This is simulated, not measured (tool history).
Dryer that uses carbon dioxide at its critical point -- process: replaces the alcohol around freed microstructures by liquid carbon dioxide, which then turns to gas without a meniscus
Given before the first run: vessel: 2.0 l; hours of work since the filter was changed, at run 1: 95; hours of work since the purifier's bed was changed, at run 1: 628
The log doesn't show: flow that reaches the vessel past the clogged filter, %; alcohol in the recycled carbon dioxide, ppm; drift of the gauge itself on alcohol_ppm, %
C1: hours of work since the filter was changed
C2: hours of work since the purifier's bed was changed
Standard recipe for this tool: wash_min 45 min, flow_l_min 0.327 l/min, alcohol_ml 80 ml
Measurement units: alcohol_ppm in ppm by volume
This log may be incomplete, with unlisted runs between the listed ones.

{"run": 1, "hour": 0.0, "wash_min": 45, "flow_l_min": 0.327, "alcohol_ml": 80, "C1": 95, "C2": 628, "alcohol_ppm": 133}
{"run": 2, "hour": 27.3, "wash_min": 39, "flow_l_min": 0.327, "alcohol_ml": 80, "C1": 106, "C2": 639, "alcohol_ppm": 187}
{"run": 3, "hour": 58.4, "wash_min": 39, "flow_l_min": 0.327, "alcohol_ml": 80, "C1": 119, "C2": 652, "alcohol_ppm": 189}
{"run": 4, "hour": 85.4, "wash_min": 39, "flow_l_min": 0.327, "alcohol_ml": 80, "C1": 130, "C2": 663, "alcohol_ppm": 191}
{"run": 5, "hour": 123.4, "wash_min": 45, "flow_l_min": 0.222, "alcohol_ml": 80, "C1": 145, "C2": 678, "alcohol_ppm": 508}
{"run": 6, "hour": 160.9, "wash_min": 45, "flow_l_min": 0.222, "alcohol_ml": 80, "C1": 160, "C2": 693, "alcohol_ppm": 527}
{"run": 7, "hour": 209.2, "wash_min": 45, "flow_l_min": 0.222, "alcohol_ml": 80, "C1": 179, "C2": 713, "alcohol_ppm": 556}
{"run": 8, "hour": 245.3, "wash_min": 45, "flow_l_min": 0.327, "alcohol_ml": 80, "C1": 194, "C2": 727, "alcohol_ppm": 139}
{"run": 9, "hour": 291.6, "wash_min": 67, "flow_l_min": 0.327, "alcohol_ml": 80, "C1": 213, "C2": 746, "alcohol_ppm": 108}
{"run": 10, "hour": 325.3, "wash_min": 67, "flow_l_min": 0.327, "alcohol_ml": 80, "C1": 226, "C2": 759, "alcohol_ppm": 97}
{"run": 11, "hour": 349.5, "wash_min": 57, "flow_l_min": 0.327, "alcohol_ml": 80, "C1": 236, "C2": 769, "alcohol_ppm": 113}
{"run": 12, "hour": 395.2, "wash_min": 50, "flow_l_min": 0.551, "alcohol_ml": 25, "C1": 254, "C2": 787, "alcohol_ppm": 94}

Estimate the outcome of run 13 from the log above:
{"run": 13, "hour": 444.4, "wash_min": 50, "flow_l_min": 0.196, "alcohol_ml": 25, "C1": 274, "C2": 807, "alcohol_ppm": "?"}

{"run 13": {"alcohol_ppm": 267}}
Take away the tool's hidden state, keep the run-to-run variation as it was, and the same run would have given alcohol_ppm 118 ppm by volume.

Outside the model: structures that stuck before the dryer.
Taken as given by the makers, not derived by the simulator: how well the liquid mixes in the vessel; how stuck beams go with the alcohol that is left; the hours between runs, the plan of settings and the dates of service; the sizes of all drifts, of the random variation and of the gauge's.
